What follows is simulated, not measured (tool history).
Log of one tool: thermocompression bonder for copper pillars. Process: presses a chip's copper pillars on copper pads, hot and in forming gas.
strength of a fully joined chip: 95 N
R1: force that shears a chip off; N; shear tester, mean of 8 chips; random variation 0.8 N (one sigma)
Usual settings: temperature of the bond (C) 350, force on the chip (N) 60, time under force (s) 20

Run 1, hour 0.0: usual settings. Result: R1 58.7 N.
Run 2, hour 7.6: usual settings. Result: R1 59.0 N.
Run 3, hour 20.6: usual settings. Result: R1 58.7 N.
Run 4, hour 34.5: usual settings. Result: R1 58.0 N.
Run 5, hour 44.5: usual settings. Result: R1 59.4 N.
Run 6, hour 56.4: usual settings. Result: R1 59.8 N.
Run 7, hour 63.7: usual settings. Result: R1 58.2 N.
Run 8, hour 77.5: usual settings but temperature of the bond (C) 322. Result: R1 44.9 N.
Run 9, hour 89.6: usual settings but temperature of the bond (C) 322. Result: R1 45.0 N.
Run 10, hour 101.9: usual settings but temperature of the bond (C) 322. Result: R1 44.2 N.
Run 11, hour 109.0: usual settings but temperature of the bond (C) 353. Result: R1 58.9 N.
Run 12, hour 120.2: usual settings but time under force (s) 12. Result: R1 49.4 N.
Run 13, hour 131.0: usual settings but time under force (s) 12. Result: R1 49.9 N.
Run 14, hour 137.8: usual settings but time under force (s) 12. Result: R1 49.6 N.
Run 15, hour 147.3: usual settings. Result: R1 57.8 N.
Run 16, hour 155.4: usual settings. Result: R1 57.5 N.
Run 17, hour 165.5: usual settings. Result: R1 58.1 N.
At hour 168.3: forming gas filter changed.
Run 18, hour 175.6: usual settings but temperature of the bond (C) 337. Result: R1 54.9 N.
Run 19, hour 182.7: usual settings but time under force (s) 56. Result: R1 77.5 N.
Run 20, hour 196.8: usual settings but temperature of the bond (C) 366. Result: R1 68.6 N.
Run 21, hour 204.0: usual settings but temperature of the bond (C) 366. Result: R1 69.1 N.
At hour 206.6: force cell calibrated.
Run 22, hour 217.4: usual settings but time under force (s) 23. Result: R1 63.6 N.
Run 23, hour 229.2: usual settings but force on the chip (N) 78, time under force (s) 60. Result: R1 82.1 N.
Run 24, hour 239.6: usual settings but force on the chip (N) 78, time under force (s) 60. Result: R1 83.0 N.
Run 25, hour 249.4: usual settings but temperature of the bond (C) 367, time under force (s) 42. Result: R1 79.4 N.
At hour 252.1: force cell calibrated, once more.
Run 26, hour 264.6: usual settings but temperature of the bond (C) 368, force on the chip (N) 76, time under force (s) 42. Result: R1 83.6 N.
Run 27, hour 275.9: usual settings but temperature of the bond (C) 357, force on the chip (N) 73, time under force (s) 14. Result: R1 63.2 N.
Run 28, hour 288.6: usual settings but temperature of the bond (C) 357, force on the chip (N) 73, time under force (s) 14. Result: R1 62.0 N.
Run 29, hour 294.7: usual settings but temperature of the bond (C) 360, force on the chip (N) 73, time under force (s) 18. Result: R1 68.9 N.
Run 30, hour 304.6: usual settings but force on the chip (N) 44, time under force (s) 31. Result: R1 60.6 N.
Run 31, hour 314.9: usual settings but temperature of the bond (C) 344, force on the chip (N) 40, time under force (s) 23. Result: R1 50.0 N.
Run 32, hour 325.0: usual settings but force on the chip (N) 87, time under force (s) 10. Result: R1 57.0 N.
Run 33, hour 333.5: usual settings but force on the chip (N) 37, time under force (s) 43. Result: R1 62.3 N.
Run 34, hour 345.3: usual settings but force on the chip (N) 59, time under force (s) 19. Result: R1 58.4 N.
Run 35, hour 356.9: usual settings but temperature of the bond (C) 364, time under force (s) 12. Result: R1 59.0 N.
Run 36, hour 370.4: usual settings but temperature of the bond (C) 338, time under force (s) 48. Result: R1 68.2 N.
Run 37, hour 379.4: usual settings but temperature of the bond (C) 338, time under force (s) 48. Result: R1 68.0 N.
Run 38, hour 386.5: usual settings but temperature of the bond (C) 331, force on the chip (N) 85, time under force (s) 46. Result: R1 72.4 N.
Run 39, hour 392.4: usual settings but temperature of the bond (C) 379, force on the chip (N) 85, time under force (s) 46. Result: R1 88.8 N.

5 ways to go on from here, each from the tool as it stands after run 39. What would each give?
Run A, hour 403.8: usual settings but temperature of the bond (C) 345, force on the chip (N) 85, time under force (s) 46. Result: R1 ?.
Run B, hour 403.8: usual settings but temperature of the bond (C) 376, force on the chip (N) 64, time under force (s) 18. Result: R1 ?.
Run C, hour 403.8: usual settings but force on the chip (N) 73, time under force (s) 12. Result: R1 ?.
Run D, hour 403.8: usual settings but temperature of the bond (C) 328, force on the chip (N) 44, time under force (s) 51. Result: R1 ?.
Run E, hour 403.8: usual settings but temperature of the bond (C) 334, time under force (s) 28. Result: R1 ?.

run    R1
  A  79.4
  B  71.2
  C  56.4
  D  56.9
  E  58.1
Without the tool's hidden state the same runs would have given:
run    R1
  A  82.2
  B  74.0
  C  59.2
  D  59.8
  E  61.0
